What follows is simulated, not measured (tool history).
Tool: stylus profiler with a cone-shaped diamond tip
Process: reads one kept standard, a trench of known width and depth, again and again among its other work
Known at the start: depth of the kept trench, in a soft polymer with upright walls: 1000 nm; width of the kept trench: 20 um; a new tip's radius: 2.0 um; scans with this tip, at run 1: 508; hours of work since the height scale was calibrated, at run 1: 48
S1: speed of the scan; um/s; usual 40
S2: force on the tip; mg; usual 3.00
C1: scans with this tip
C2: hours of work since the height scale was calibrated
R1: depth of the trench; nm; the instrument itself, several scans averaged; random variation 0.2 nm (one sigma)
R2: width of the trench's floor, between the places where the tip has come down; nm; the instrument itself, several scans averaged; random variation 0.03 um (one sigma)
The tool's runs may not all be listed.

{"run": 1, "day": 0.0, "S1": 40, "S2": 3.0, "C1": 508, "C2": 48, "R1": 1017.2, "R2": 16240}
{"run": 2, "day": 0.529, "S1": 40, "S2": 3.0, "C1": 614, "C2": 58, "R1": 1017.39, "R2": 16220}
{"run": 3, "day": 0.996, "S1": 40, "S2": 5.88, "C1": 707, "C2": 67, "R1": 1027.39, "R2": 16270}
{"run": 4, "day": 1.475, "S1": 40, "S2": 5.88, "C1": 803, "C2": 76, "R1": 1027.34, "R2": 16310}
{"run": 5, "day": 2.083, "S1": 40, "S2": 3.0, "C1": 924, "C2": 88, "R1": 1017.32, "R2": 16140}
{"run": 6, "day": 2.55, "S1": 40, "S2": 3.0, "C1": 1017, "C2": 97, "R1": 1016.99, "R2": 16150}
{"run": 7, "day": 3.233, "S1": 40, "S2": 3.0, "C1": 1153, "C2": 110, "R1": 1017.17, "R2": 16090}
{"run": 8, "day": 3.583, "S1": 40, "S2": 1.2, "C1": 1224, "C2": 116, "R1": 1009.27, "R2": 16010}
{"run": 9, "day": 4.221, "S1": 40, "S2": 1.2, "C1": 1351, "C2": 128, "R1": 1009.31, "R2": 15950}
{"run": 10, "day": 4.688, "S1": 40, "S2": 3.0, "C1": 1444, "C2": 137, "R1": 1016.94, "R2": 16110}
{"run": 11, "day": 5.088, "S1": 40, "S2": 3.0, "C1": 1524, "C2": 145, "R1": 1017.15, "R2": 16050}
{"run": 12, "day": 5.517, "S1": 40, "S2": 3.0, "C1": 1609, "C2": 153, "R1": 1016.91, "R2": 15980}
{"run": 13, "day": 6.025, "S1": 40, "S2": 3.0, "C1": 1711, "C2": 163, "R1": 1017.41, "R2": 16000}
{"run": 14, "day": 6.371, "S1": 40, "S2": 3.0, "C1": 1780, "C2": 169, "R1": 1017.13, "R2": 16000}
{"run": 15, "day": 6.904, "S1": 42, "S2": 3.0, "C1": 1886, "C2": 179, "R1": 1017.25, "R2": 16030}
{"run": 16, "day": 7.475, "S1": 24, "S2": 3.0, "C1": 2000, "C2": 190, "R1": 1017.03, "R2": 16080}
{"run": 17, "day": 8.0, "S1": 24, "S2": 3.0, "C1": 2105, "C2": 200, "R1": 1016.79, "R2": 16020}
{"run": 18, "day": 8.483, "S1": 93, "S2": 3.0, "C1": 2202, "C2": 209, "R1": 1016.84, "R2": 15590}
{"run": 19, "day": 9.125, "S1": 93, "S2": 3.0, "C1": 2330, "C2": 221, "R1": 1016.92, "R2": 15650}
{"run": 20, "day": 9.562, "S1": 93, "S2": 3.0, "C1": 2417, "C2": 230, "R1": 1016.92, "R2": 15620}
{"run": 21, "day": 10.067, "S1": 93, "S2": 3.0, "C1": 2518, "C2": 239, "R1": 1016.67, "R2": 15590}
{"run": 22, "day": 10.517, "S1": 93, "S2": 3.0, "C1": 2608, "C2": 248, "R1": 1017.05, "R2": 15520}
{"run": 23, "day": 10.942, "S1": 40, "S2": 3.93, "C1": 2692, "C2": 256, "R1": 1020.2, "R2": 15870}
{"run": 24, "day": 11.371, "S1": 40, "S2": 4.55, "C1": 2778, "C2": 264, "R1": 1022.63, "R2": 15860}
{"run": 25, "day": 11.838, "S1": 18, "S2": 1.29, "C1": 2871, "C2": 273, "R1": 1009.56, "R2": 15880}
{"run": 26, "day": 12.317, "S1": 18, "S2": 1.29, "C1": 2967, "C2": 282, "R1": 1009.09, "R2": 15870}
{"run": 27, "day": 12.696, "S1": 18, "S2": 5.99, "C1": 3043, "C2": 289, "R1": 1027.12, "R2": 15950}
{"run": 28, "day": 13.175, "S1": 10, "S2": 6.47, "C1": 3138, "C2": 298, "R1": 1028.68, "R2": 15990}
{"run": 29, "day": 13.754, "S1": 10, "S2": 6.47, "C1": 3254, "C2": 309, "R1": 1028.67, "R2": 15940}
{"run": 30, "day": 14.104, "S1": 78, "S2": 1.51, "C1": 3323, "C2": 316, "R1": 1010.62, "R2": 15330}
{"run": 31, "day": 14.458, "S1": 78, "S2": 1.51, "C1": 3395, "C2": 323, "R1": 1010.63, "R2": 15320}
{"run": 32, "day": 15.046, "S1": 47, "S2": 1.51, "C1": 3512, "C2": 334, "R1": 1009.92, "R2": 15570}
{"run": 33, "day": 15.662, "S1": 22, "S2": 4.83, "C1": 3635, "C2": 346, "R1": 1023.07, "R2": 15820}
{"run": 34, "day": 16.188, "S1": 22, "S2": 4.83, "C1": 3739, "C2": 355, "R1": 1023.37, "R2": 15770}
{"run": 35, "day": 16.504, "S1": 22, "S2": 4.83, "C1": 3803, "C2": 362, "R1": 1023.15, "R2": 15800}
{"run": 36, "day": 17.025, "S1": 10, "S2": 1.47, "C1": 3907, "C2": 371, "R1": 1009.97, "R2": 15780}
{"run": 37, "day": 17.733, "S1": 10, "S2": 1.47, "C1": 4048, "C2": 385, "R1": 1010.05, "R2": 15780}
{"run": 38, "day": 18.108, "S1": 31, "S2": 1.62, "C1": 4123, "C2": 392, "R1": 1010.74, "R2": 15600}
{"run": 39, "day": 18.467, "S1": 31, "S2": 1.62, "C1": 4194, "C2": 399, "R1": 1010.23, "R2": 15550}
{"run": 40, "day": 18.938, "S1": 14, "S2": 1.37, "C1": 4289, "C2": 408, "R1": 1009.04, "R2": 15680}
{"run": 41, "day": 19.338, "S1": 122, "S2": 4.88, "C1": 4368, "C2": 415, "R1": 1023.15, "R2": 15270}
{"run": 42, "day": 20.071, "S1": 122, "S2": 4.88, "C1": 4515, "C2": 429, "R1": 1022.96, "R2": 15190}
{"run": 43, "day": 20.671, "S1": 122, "S2": 4.88, "C1": 4634, "C2": 441, "R1": 1023.26, "R2": 15220}
{"run": 44, "day": 21.15, "S1": 122, "S2": 4.88, "C1": 4730, "C2": 450, "R1": 1023.04, "R2": 15230}
{"run": 45, "day": 21.754, "S1": 23, "S2": 4.65, "C1": 4851, "C2": 461, "R1": 1022.29, "R2": 15600}
{"run": 46, "day": 22.479, "S1": 51, "S2": 5.95, "C1": 4996, "C2": 475, "R1": 1026.35, "R2": 15530}
{"run": 47, "day": 22.846, "S1": 22, "S2": 3.44, "C1": 5068, "C2": 482, "R1": 1017.89, "R2": 15570}

3 ways to go on from here, each from the tool as it stands after run 47. What would each give?
{"run": "A", "day": 23.533, "S1": 63, "S2": 3.44, "C1": 5206, "C2": 495, "R1": "?", "R2": "?"}
{"run": "B", "day": 23.533, "S1": 40, "S2": 4.96, "C1": 5206, "C2": 495, "R1": "?", "R2": "?"}
{"run": "C", "day": 23.533, "S1": 17, "S2": 3.44, "C1": 5206, "C2": 495, "R1": "?", "R2": "?"}

run=A R1=1018.13 R2=15350
run=B R1=1023.60 R2=15480
run=C R1=1018.16 R2=15490
Without the tool's hidden state the same runs would have given:
run=A R1=1019.40 R2=16240
run=B R1=1024.88 R2=16370
run=C R1=1019.43 R2=16380
